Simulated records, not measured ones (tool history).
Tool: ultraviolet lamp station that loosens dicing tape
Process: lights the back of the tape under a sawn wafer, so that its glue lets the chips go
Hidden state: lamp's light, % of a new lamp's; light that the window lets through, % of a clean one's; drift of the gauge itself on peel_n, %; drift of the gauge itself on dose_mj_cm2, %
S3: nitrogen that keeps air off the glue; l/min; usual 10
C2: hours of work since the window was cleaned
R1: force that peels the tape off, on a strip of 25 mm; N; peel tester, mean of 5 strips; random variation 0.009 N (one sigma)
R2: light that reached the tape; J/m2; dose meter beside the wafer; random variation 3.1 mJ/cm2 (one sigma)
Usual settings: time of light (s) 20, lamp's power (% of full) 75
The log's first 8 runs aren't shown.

Run 9, hour 98.5: usual settings; hours of work of the lamp 197; C2 375. Result: R1 0.398 N, R2 4580 J/m2.
Run 10, hour 114.5: usual settings; hours of work of the lamp 210; C2 388. Result: R1 0.389 N, R2 4630 J/m2.
Run 11, hour 129.6: usual settings; hours of work of the lamp 221; C2 399. Result: R1 0.366 N, R2 4650 J/m2.
Run 12, hour 136.2: usual settings but S3 8 l/min; hours of work of the lamp 226; C2 404. Result: R1 0.465 N, R2 4630 J/m2.
Run 13, hour 148.8: usual settings but S3 5 l/min; hours of work of the lamp 236; C2 414. Result: R1 0.629 N, R2 4560 J/m2.
Run 14, hour 164.6: usual settings but S3 5 l/min; hours of work of the lamp 248; C2 426. Result: R1 0.629 N, R2 4620 J/m2.
Run 15, hour 179.7: usual settings but S3 5 l/min; hours of work of the lamp 260; C2 438. Result: R1 0.641 N, R2 4610 J/m2.
Run 16, hour 191.1: usual settings but S3 5 l/min; hours of work of the lamp 268; C2 446. Result: R1 0.671 N, R2 4610 J/m2.
Run 17, hour 203.7: usual settings but lamp's power (% of full) 62, S3 4 l/min; hours of work of the lamp 278; C2 456. Result: R1 1.086 N, R2 3790 J/m2.
Run 18, hour 218.6: usual settings but time of light (s) 29, lamp's power (% of full) 79, S3 5 l/min; hours of work of the lamp 289; C2 467. Result: R1 0.26 N, R2 7030 J/m2.
Run 19, hour 231.9: usual settings but time of light (s) 29, lamp's power (% of full) 78, S3 5 l/min; hours of work of the lamp 300; C2 478. Result: R1 0.27 N, R2 6900 J/m2.
Run 20, hour 244.7: usual settings but time of light (s) 17, lamp's power (% of full) 83, S3 5 l/min; hours of work of the lamp 309; C2 487. Result: R1 0.713 N, R2 4340 J/m2.
Run 21, hour 261: usual settings but time of light (s) 18, lamp's power (% of full) 60, S3 5 l/min; hours of work of the lamp 322; C2 500. Result: R1 1.199 N, R2 3310 J/m2.
Run 22, hour 272.4: usual settings but time of light (s) 18, lamp's power (% of full) 60, S3 5 l/min; hours of work of the lamp 330; C2 508. Result: R1 1.203 N, R2 3280 J/m2.
Run 23, hour 281.5: usual settings but time of light (s) 18, lamp's power (% of full) 65, S3 5 l/min; hours of work of the lamp 337; C2 515. Result: R1 0.975 N, R2 3590 J/m2.
Run 24, hour 294.8: usual settings but time of light (s) 18, lamp's power (% of full) 65, S3 5 l/min; hours of work of the lamp 348; C2 526. Result: R1 1.049 N, R2 3620 J/m2.
Run 25, hour 310: usual settings but time of light (s) 18, lamp's power (% of full) 64, S3 13 l/min; hours of work of the lamp 359; C2 537. Result: R1 0.554 N, R2 3540 J/m2.
Run 26, hour 324.1: usual settings but time of light (s) 32, lamp's power (% of full) 62, S3 4 l/min; hours of work of the lamp 370; C2 548. Result: R1 0.427 N, R2 6080 J/m2.
Run 27, hour 335.6: usual settings but time of light (s) 35, lamp's power (% of full) 71, S3 8 l/min; hours of work of the lamp 379; C2 557. Result: R1 0.176 N, R2 7740 J/m2.
Run 28, hour 349.9: usual settings but time of light (s) 10, lamp's power (% of full) 64, S3 7 l/min; hours of work of the lamp 390; C2 568. Result: R1 2.056 N, R2 1990 J/m2.
Run 29, hour 358.9: usual settings but time of light (s) 12, lamp's power (% of full) 68, S3 7 l/min; hours of work of the lamp 397; C2 575. Result: R1 1.527 N, R2 2510 J/m2.
Run 30, hour 373: usual settings but time of light (s) 12, lamp's power (% of full) 68, S3 7 l/min; hours of work of the lamp 407; C2 585. Result: R1 1.469 N, R2 2520 J/m2.

3 ways to go on from here, each from the tool as it stands after run 30. What would each give?
Run A, hour 385.3: usual settings but time of light (s) 40, lamp's power (% of full) 87, S3 9 l/min; hours of work of the lamp 417; C2 595. Result: R1 ?, R2 ?.
Run B, hour 385.3: usual settings but time of light (s) 22, lamp's power (% of full) 85, S3 7 l/min; hours of work of the lamp 417; C2 595. Result: R1 ?, R2 ?.
Run C, hour 385.3: usual settings but time of light (s) 12, lamp's power (% of full) 96, S3 16 l/min; hours of work of the lamp 417; C2 595. Result: R1 ?, R2 ?.

run     R1     R2
  A  0.137  10610
  B  0.299   5690
  C  0.495   3530
Without the tool's hidden state the same runs would have given:
run     R1     R2
  A  0.137  10640
  B  0.297   5700
  C  0.492   3540
